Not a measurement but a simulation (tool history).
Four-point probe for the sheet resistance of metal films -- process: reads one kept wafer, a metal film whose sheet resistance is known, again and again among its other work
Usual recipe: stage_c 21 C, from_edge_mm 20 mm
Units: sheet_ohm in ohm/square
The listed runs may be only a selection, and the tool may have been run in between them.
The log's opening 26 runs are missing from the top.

run,hour,stage_c,from_edge_mm,touches since the probe head was changed,hours of work since the stage's thermometer was calibrated,sheet_ohm
# hour 2237.4: new probe head fitted
27,2256.7,21,20,355,1206,0.031368
28,2328.6,21,6,1672,1242,0.031777
29,2405.2,21,6,3076,1280,0.031780
30,2481.6,20,33,4475,1318,0.031312
31,2595.7,20,33,6567,1376,0.031309
32,2688.9,21,9,8275,1422,0.031508
33,2759.0,25,20,9559,1457,0.031408
34,2863.5,25,20,11474,1510,0.031415
35,2932.1,25,20,12731,1544,0.031402
36,2995.7,23,62,13896,1576,0.031323

Branching from run 36: 4 alternative next runs. What would each branch give?
A,3059.7,19,20,15070,1608,?
B,3059.7,22,26,15070,1608,?
C,3059.7,24,20,15070,1608,?
D,3059.7,28,27,15070,1608,?

run,sheet_ohm
A,0.031290
B,0.031322
C,0.031373
D,0.031426
Take away the tool's hidden state, keep each run's random variation, and the runs would have read:
run,sheet_ohm
A,0.031370
B,0.031403
C,0.031453
D,0.031506
